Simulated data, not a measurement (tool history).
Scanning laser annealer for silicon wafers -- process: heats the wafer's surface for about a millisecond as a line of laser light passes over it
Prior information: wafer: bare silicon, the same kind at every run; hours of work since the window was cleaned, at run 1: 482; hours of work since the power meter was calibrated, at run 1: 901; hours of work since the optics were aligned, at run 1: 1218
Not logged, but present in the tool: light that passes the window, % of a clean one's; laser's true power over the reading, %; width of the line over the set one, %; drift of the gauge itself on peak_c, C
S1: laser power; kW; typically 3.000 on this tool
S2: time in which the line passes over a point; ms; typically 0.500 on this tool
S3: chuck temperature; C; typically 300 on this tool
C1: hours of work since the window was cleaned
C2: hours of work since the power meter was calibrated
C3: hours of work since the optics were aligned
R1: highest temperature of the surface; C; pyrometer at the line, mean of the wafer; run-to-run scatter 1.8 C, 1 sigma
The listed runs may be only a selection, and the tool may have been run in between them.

run	day	S1	S2	S3	C1	C2	C3	R1
1	0.000	3.000	0.500	300	482	901	1218	1033
2	2.133	3.000	0.500	300	520	939	1256	1033
3	3.750	3.000	0.500	300	549	967	1284	1035
4	5.946	3.000	0.500	300	587	1006	1323	1033
5	7.825	3.000	0.500	300	621	1039	1356	1038
6	8.854	3.000	0.500	300	639	1057	1374	1033
7	9.896	3.000	0.500	301	657	1076	1393	1037
8	11.150	3.000	0.500	301	679	1098	1415	1039
9	13.125	3.000	0.500	300	714	1133	1450	1034
10	15.262	3.000	0.513	300	752	1170	1487	1045
11	17.192	3.000	0.513	300	786	1204	1521	1046
12	18.167	3.157	0.513	300	803	1222	1539	1090
13	19.521	3.000	0.500	300	827	1245	1562	1035
# day 20.825: window over the wafer cleaned
14	20.858	3.000	0.500	300	1	1268	1585	1032
15	21.800	3.000	0.500	300	17	1284	1601	1034
16	23.621	3.000	0.500	300	49	1316	1633	1036
17	25.146	3.000	0.500	300	76	1343	1660	1037
18	27.167	3.000	0.500	300	112	1379	1696	1036
19	29.342	3.000	0.500	300	150	1417	1734	1035
20	30.925	3.000	0.500	300	178	1445	1762	1033
21	32.288	3.000	0.500	271	202	1469	1786	1005
22	33.300	3.116	0.412	280	220	1487	1804	981
# day 34.821: optics aligned, line set to its width
23	35.562	3.116	0.412	280	256	1523	13	979
24	36.854	3.116	0.412	280	279	1546	36	979
25	38.038	3.116	0.577	337	300	1567	57	1171
26	39.383	2.975	0.598	283	324	1591	80	1081
27	40.600	3.000	0.401	300	345	1612	102	955
28	41.992	3.000	0.401	300	370	1637	127	956
29	44.238	2.775	0.531	324	409	1676	166	1007
30	46.329	2.645	0.427	331	446	1713	203	904
31	48.167	3.000	0.370	276	479	1746	235	907
32	50.146	3.000	0.370	276	514	1780	270	906
33	52.308	2.959	0.540	327	552	1819	308	1078
34	54.258	3.027	0.368	280	586	1853	343	912
35	56.188	3.027	0.368	280	620	1887	377	911
36	57.192	3.027	0.368	280	638	1905	395	915
37	58.683	3.236	0.500	268	664	1931	421	1079
38	60.129	3.000	0.587	265	690	1957	446	1066
39	61.404	3.000	0.587	334	712	1979	469	1136
40	62.783	3.000	0.587	334	737	2003	493	1132

What differs in the tool's unlogged condition from the final listed run ahead of each entry between runs to the first listed run following it?
Logged between run 13 and run 14: window over the wafer cleaned (day 20.825)
  light that passes the window, % of a clean one's: 99.96 -> 100
Logged between run 22 and run 23: optics aligned, line set to its width (day 34.821)
  width of the line over the set one, %: 0.05 -> 0.01
